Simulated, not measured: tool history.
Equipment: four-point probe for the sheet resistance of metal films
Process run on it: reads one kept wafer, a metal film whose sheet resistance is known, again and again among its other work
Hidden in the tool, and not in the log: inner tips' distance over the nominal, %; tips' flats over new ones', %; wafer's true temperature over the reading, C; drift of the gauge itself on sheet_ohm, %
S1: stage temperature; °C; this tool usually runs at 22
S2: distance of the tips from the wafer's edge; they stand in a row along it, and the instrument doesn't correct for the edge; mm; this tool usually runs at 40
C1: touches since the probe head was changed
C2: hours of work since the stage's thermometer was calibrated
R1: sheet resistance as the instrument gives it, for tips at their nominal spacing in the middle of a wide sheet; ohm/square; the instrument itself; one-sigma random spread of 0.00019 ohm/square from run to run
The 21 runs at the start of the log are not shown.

{"run": 22, "day": 15.242, "S1": 24, "S2": 40, "C1": 17992, "C2": 15, "R1": 0.924607}
{"run": 23, "day": 16.042, "S1": 24, "S2": 40, "C1": 18642, "C2": 27, "R1": 0.925123}
{"run": 24, "day": 16.883, "S1": 34, "S2": 10, "C1": 19329, "C2": 40, "R1": 0.926798}
{"run": 25, "day": 17.3, "S1": 34, "S2": 10, "C1": 19666, "C2": 46, "R1": 0.926718}
{"run": 26, "day": 17.771, "S1": 24, "S2": 10, "C1": 20051, "C2": 54, "R1": 0.925656}
{"run": 27, "day": 18.458, "S1": 22, "S2": 3, "C1": 20613, "C2": 64, "R1": 0.937573}
{"run": 28, "day": 18.912, "S1": 24, "S2": 49, "C1": 20981, "C2": 71, "R1": 0.924099}
{"run": 29, "day": 19.808, "S1": 31, "S2": 40, "C1": 21711, "C2": 85, "R1": 0.924748}
{"run": 30, "day": 20.271, "S1": 23, "S2": 10, "C1": 22089, "C2": 93, "R1": 0.925639}
{"run": 31, "day": 20.958, "S1": 32, "S2": 4, "C1": 22649, "C2": 103, "R1": 0.93295}
{"run": 32, "day": 21.458, "S1": 22, "S2": 11, "C1": 23057, "C2": 111, "R1": 0.924967}
{"run": 33, "day": 21.908, "S1": 28, "S2": 16, "C1": 23421, "C2": 118, "R1": 0.924672}
{"run": 34, "day": 22.467, "S1": 22, "S2": 70, "C1": 23877, "C2": 127, "R1": 0.923895}
{"run": 35, "day": 23.112, "S1": 23, "S2": 63, "C1": 24404, "C2": 137, "R1": 0.923581}
{"run": 36, "day": 23.958, "S1": 27, "S2": 63, "C1": 25093, "C2": 150, "R1": 0.923938}
{"run": 37, "day": 24.567, "S1": 26, "S2": 28, "C1": 25589, "C2": 159, "R1": 0.923985}
{"run": 38, "day": 25.575, "S1": 23, "S2": 6, "C1": 26409, "C2": 175, "R1": 0.92686}
{"run": 39, "day": 26.038, "S1": 22, "S2": 40, "C1": 26787, "C2": 182, "R1": 0.923438}
{"run": 40, "day": 26.642, "S1": 22, "S2": 40, "C1": 27280, "C2": 191, "R1": 0.923321}
{"run": 41, "day": 27.158, "S1": 29, "S2": 61, "C1": 27699, "C2": 199, "R1": 0.923925}
{"run": 42, "day": 27.779, "S1": 29, "S2": 61, "C1": 28205, "C2": 209, "R1": 0.923898}
{"run": 43, "day": 28.721, "S1": 28, "S2": 14, "C1": 28971, "C2": 224, "R1": 0.924354}
{"run": 44, "day": 29.496, "S1": 25, "S2": 60, "C1": 29604, "C2": 236, "R1": 0.923268}
{"run": 45, "day": 30.329, "S1": 22, "S2": 5, "C1": 30282, "C2": 249, "R1": 0.927734}

Below are 4 alternative next runs, each starting from the tool's condition after run 45. Predict each:
{"run": "A", "day": 31.146, "S1": 21, "S2": 43, "C1": 30949, "C2": 261, "R1": "?"}
{"run": "B", "day": 31.146, "S1": 19, "S2": 10, "C1": 30949, "C2": 261, "R1": "?"}
{"run": "C", "day": 31.146, "S1": 22, "S2": 5, "C1": 30949, "C2": 261, "R1": "?"}
{"run": "D", "day": 31.146, "S1": 24, "S2": 40, "C1": 30949, "C2": 261, "R1": "?"}

run=A R1=0.92253
run=B R1=0.923644
run=C R1=0.927666
run=D R1=0.922719
What these runs would have given with no unlogged condition in the tool:
run=A R1=0.928117
run=B R1=0.929236
run=C R1=0.933282
run=D R1=0.928309
